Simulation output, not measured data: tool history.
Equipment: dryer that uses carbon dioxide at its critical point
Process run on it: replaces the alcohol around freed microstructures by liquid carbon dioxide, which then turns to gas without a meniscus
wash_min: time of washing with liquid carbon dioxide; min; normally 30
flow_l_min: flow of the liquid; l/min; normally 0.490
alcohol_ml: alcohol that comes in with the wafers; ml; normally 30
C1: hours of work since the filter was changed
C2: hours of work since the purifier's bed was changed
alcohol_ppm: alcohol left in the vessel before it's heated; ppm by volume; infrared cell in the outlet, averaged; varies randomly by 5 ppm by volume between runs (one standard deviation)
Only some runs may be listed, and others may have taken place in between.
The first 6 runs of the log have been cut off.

{"run": 7, "day": 5.354, "wash_min": 30, "flow_l_min": 0.49, "alcohol_ml": 119, "C1": 481, "C2": 437, "alcohol_ppm": 337}
{"run": 8, "day": 6.208, "wash_min": 30, "flow_l_min": 0.49, "alcohol_ml": 25, "C1": 490, "C2": 447, "alcohol_ppm": 158}
{"run": 9, "day": 7.275, "wash_min": 30, "flow_l_min": 0.49, "alcohol_ml": 25, "C1": 503, "C2": 459, "alcohol_ppm": 149}
{"run": 10, "day": 8.042, "wash_min": 30, "flow_l_min": 0.49, "alcohol_ml": 25, "C1": 511, "C2": 468, "alcohol_ppm": 160}
{"run": 11, "day": 8.962, "wash_min": 30, "flow_l_min": 0.49, "alcohol_ml": 25, "C1": 522, "C2": 478, "alcohol_ppm": 157}
{"run": 12, "day": 9.992, "wash_min": 30, "flow_l_min": 0.49, "alcohol_ml": 25, "C1": 533, "C2": 490, "alcohol_ppm": 171}
{"run": 13, "day": 11.15, "wash_min": 30, "flow_l_min": 0.691, "alcohol_ml": 25, "C1": 547, "C2": 503, "alcohol_ppm": 118}
{"run": 14, "day": 11.917, "wash_min": 30, "flow_l_min": 0.691, "alcohol_ml": 60, "C1": 555, "C2": 512, "alcohol_ppm": 116}
{"run": 15, "day": 13.325, "wash_min": 30, "flow_l_min": 0.691, "alcohol_ml": 108, "C1": 571, "C2": 528, "alcohol_ppm": 149}
{"run": 16, "day": 14.583, "wash_min": 30, "flow_l_min": 0.691, "alcohol_ml": 108, "C1": 586, "C2": 542, "alcohol_ppm": 159}
{"day": 15.446, "done": "inlet filter changed"}
{"run": 17, "day": 15.642, "wash_min": 26, "flow_l_min": 0.458, "alcohol_ml": 30, "C1": 2, "C2": 554, "alcohol_ppm": 246}

Estimate the outcome of run 18 from the log above:
{"run": 18, "day": 16.283, "wash_min": 26, "flow_l_min": 0.458, "alcohol_ml": 30, "C1": 10, "C2": 561, "alcohol_ppm": "?"}

alcohol_ppm: 252 ppm by volume
Had the tool carried no hidden state, the very same run would have given alcohol_ppm 126 ppm by volume.
